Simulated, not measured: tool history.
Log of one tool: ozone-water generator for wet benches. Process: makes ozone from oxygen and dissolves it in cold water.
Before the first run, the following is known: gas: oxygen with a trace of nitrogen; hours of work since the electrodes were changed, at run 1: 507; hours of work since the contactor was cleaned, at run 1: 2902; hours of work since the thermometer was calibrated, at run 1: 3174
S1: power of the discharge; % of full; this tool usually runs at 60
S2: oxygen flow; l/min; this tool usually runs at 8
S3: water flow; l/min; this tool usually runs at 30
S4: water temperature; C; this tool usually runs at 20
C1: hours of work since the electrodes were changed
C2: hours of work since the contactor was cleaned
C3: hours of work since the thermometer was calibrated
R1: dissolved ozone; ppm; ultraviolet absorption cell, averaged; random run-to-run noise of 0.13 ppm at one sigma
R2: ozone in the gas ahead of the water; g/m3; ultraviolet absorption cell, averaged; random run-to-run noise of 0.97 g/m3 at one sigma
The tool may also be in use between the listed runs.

run 1 hour=0 | S1=60 S2=8 S3=30 S4=20 | C1=507 C2=2902 C3=3174 | R1=13.6 R2=163.5
run 2 hour=29.5 | S1=60 S2=8 S3=30 S4=20 | C1=533 C2=2927 C3=3200 | R1=13.6 R2=162.8
run 3 hour=67.2 | S1=60 S2=8 S3=30 S4=20 | C1=565 C2=2960 C3=3232 | R1=13.6 R2=162.9
run 4 hour=109.7 | S1=42 S2=8 S3=30 S4=20 | C1=602 C2=2997 C3=3269 | R1=10.6 R2=129.2
run 5 hour=144.6 | S1=60 S2=6.94 S3=30 S4=20 | C1=633 C2=3028 C3=3300 | R1=13.3 R2=171.8
run 6 hour=174.5 | S1=60 S2=6.94 S3=30 S4=20 | C1=659 C2=3054 C3=3326 | R1=13.2 R2=170.8
run 7 hour=193.4 | S1=60 S2=8 S3=30 S4=20 | C1=675 C2=3070 C3=3342 | R1=13.7 R2=161.4
run 8 hour=217.8 | S1=60 S2=8 S3=30 S4=20 | C1=697 C2=3091 C3=3364 | R1=13.4 R2=163.3
run 9 hour=245.5 | S1=60 S2=8 S3=30 S4=20 | C1=721 C2=3116 C3=3388 | R1=13.4 R2=162.7
run 10 hour=276.7 | S1=69 S2=8 S3=30 S4=20 | C1=748 C2=3143 C3=3415 | R1=14.8 R2=178.8
run 11 hour=315.5 | S1=69 S2=8 S3=30 S4=20 | C1=782 C2=3176 C3=3449 | R1=14.9 R2=177.8
run 12 hour=337 | S1=60 S2=4.67 S3=20 S4=16 | C1=800 C2=3195 C3=3467 | R1=17.6 R2=197.7
-- hour=339.6 water thermometer calibrated
run 13 hour=366.1 | S1=60 S2=9.94 S3=29 S4=16 | C1=825 C2=3220 C3=23 | R1=14.9 R2=150.1
run 14 hour=401.6 | S1=60 S2=5.62 S3=18 S4=20 | C1=856 C2=3251 C3=54 | R1=18.6 R2=184.7
run 15 hour=446 | S1=60 S2=7.31 S3=18 S4=20 | C1=895 C2=3290 C3=93 | R1=19.3 R2=167.8
run 16 hour=488.6 | S1=60 S2=7.43 S3=30 S4=20 | C1=932 C2=3327 C3=130 | R1=13 R2=166.5
-- hour=492.9 water thermometer calibrated, once more
run 17 hour=535.1 | S1=60 S2=12.47 S3=19 S4=20 | C1=972 C2=3367 C3=37 | R1=19 R2=138
run 18 hour=563.3 | S1=41 S2=12.47 S3=24 S4=14 | C1=996 C2=3391 C3=61 | R1=14.3 R2=106.5

Below are 4 alternative next runs, each starting from the tool's condition after run 18. Predict each:
run A hour=609.1 | S1=60 S2=6.04 S3=30 S4=20 | C1=1036 C2=3431 C3=101 | R1=? R2=?
run B hour=609.1 | S1=51 S2=9.5 S3=31 S4=14 | C1=1036 C2=3431 C3=101 | R1=? R2=?
run C hour=609.1 | S1=60 S2=8 S3=26 S4=16 | C1=1036 C2=3431 C3=101 | R1=? R2=?
run D hour=609.1 | S1=46 S2=14.2 S3=24 S4=25 | C1=1036 C2=3431 C3=101 | R1=? R2=?

run=A R1=12.7 R2=179.7
run=B R1=13.1 R2=135
run=C R1=15.9 R2=161.9
run=D R1=12 R2=108.8
Take away the tool's hidden state, keep each run's random variation, and the runs would have read:
run=A R1=14.2 R2=184.8
run=B R1=14.6 R2=138.4
run=C R1=17.8 R2=166.5
run=D R1=13.3 R2=111.2
